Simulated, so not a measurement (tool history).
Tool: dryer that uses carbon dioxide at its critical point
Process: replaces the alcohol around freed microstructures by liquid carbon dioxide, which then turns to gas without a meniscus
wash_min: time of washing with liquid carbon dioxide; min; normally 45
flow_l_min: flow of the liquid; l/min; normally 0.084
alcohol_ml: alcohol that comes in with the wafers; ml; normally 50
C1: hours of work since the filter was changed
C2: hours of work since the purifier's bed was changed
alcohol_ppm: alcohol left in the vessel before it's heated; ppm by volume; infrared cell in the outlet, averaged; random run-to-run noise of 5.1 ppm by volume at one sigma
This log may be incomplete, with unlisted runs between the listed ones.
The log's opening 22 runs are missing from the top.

run 23 day=6.471 | wash_min=43 flow_l_min=0.084 alcohol_ml=41 | C1=295 C2=231 | alcohol_ppm=269
run 24 day=6.879 | wash_min=45 flow_l_min=0.084 alcohol_ml=60 | C1=300 C2=235 | alcohol_ppm=296
run 25 day=7.158 | wash_min=45 flow_l_min=0.084 alcohol_ml=60 | C1=303 C2=238 | alcohol_ppm=291
run 26 day=7.546 | wash_min=45 flow_l_min=0.084 alcohol_ml=60 | C1=307 C2=243 | alcohol_ppm=304
run 27 day=7.762 | wash_min=45 flow_l_min=0.084 alcohol_ml=60 | C1=310 C2=245 | alcohol_ppm=298
run 28 day=8.112 | wash_min=45 flow_l_min=0.084 alcohol_ml=60 | C1=313 C2=249 | alcohol_ppm=299
run 29 day=8.538 | wash_min=28 flow_l_min=0.084 alcohol_ml=45 | C1=318 C2=254 | alcohol_ppm=1994
run 30 day=8.825 | wash_min=28 flow_l_min=0.0883 alcohol_ml=45 | C1=321 C2=257 | alcohol_ppm=1647
run 31 day=9.142 | wash_min=28 flow_l_min=0.0883 alcohol_ml=45 | C1=325 C2=260 | alcohol_ppm=1704
run 32 day=9.542 | wash_min=28 flow_l_min=0.0883 alcohol_ml=45 | C1=329 C2=265 | alcohol_ppm=1708
run 33 day=9.896 | wash_min=28 flow_l_min=0.0883 alcohol_ml=45 | C1=333 C2=268 | alcohol_ppm=1752
-- day=10.125 inlet filter changed
run 34 day=10.275 | wash_min=28 flow_l_min=0.0883 alcohol_ml=45 | C1=2 C2=272 | alcohol_ppm=805
run 35 day=10.588 | wash_min=28 flow_l_min=0.0883 alcohol_ml=45 | C1=5 C2=276 | alcohol_ppm=795
run 36 day=11.012 | wash_min=54 flow_l_min=0.07 alcohol_ml=55 | C1=10 C2=280 | alcohol_ppm=137
run 37 day=11.317 | wash_min=54 flow_l_min=0.1146 alcohol_ml=55 | C1=13 C2=284 | alcohol_ppm=67
run 38 day=11.496 | wash_min=71 flow_l_min=0.0645 alcohol_ml=50 | C1=15 C2=285 | alcohol_ppm=77
run 39 day=11.921 | wash_min=33 flow_l_min=0.084 alcohol_ml=50 | C1=20 C2=290 | alcohol_ppm=540
run 40 day=12.329 | wash_min=28 flow_l_min=0.0786 alcohol_ml=40 | C1=24 C2=295 | alcohol_ppm=1274
run 41 day=12.708 | wash_min=28 flow_l_min=0.0786 alcohol_ml=40 | C1=28 C2=299 | alcohol_ppm=1205
run 42 day=12.954 | wash_min=28 flow_l_min=0.0786 alcohol_ml=40 | C1=31 C2=301 | alcohol_ppm=1244
run 43 day=13.312 | wash_min=45 flow_l_min=0.058 alcohol_ml=50 | C1=35 C2=305 | alcohol_ppm=747

Forecast each of these 4 alternatives for the next run:
run A day=13.504 | wash_min=45 flow_l_min=0.1167 alcohol_ml=25 | C1=37 C2=307 | alcohol_ppm=?
run B day=13.504 | wash_min=45 flow_l_min=0.1107 alcohol_ml=50 | C1=37 C2=307 | alcohol_ppm=?
run C day=13.504 | wash_min=50 flow_l_min=0.1301 alcohol_ml=50 | C1=37 C2=307 | alcohol_ppm=?
run D day=13.504 | wash_min=57 flow_l_min=0.0805 alcohol_ml=45 | C1=37 C2=307 | alcohol_ppm=?

run=A alcohol_ppm=76
run=B alcohol_ppm=68
run=C alcohol_ppm=65
run=D alcohol_ppm=68
Stripped of hidden state, with their random variation kept, the same runs would have yielded:
run=A alcohol_ppm=15
run=B alcohol_ppm=6
run=C alcohol_ppm=4
run=D alcohol_ppm=5
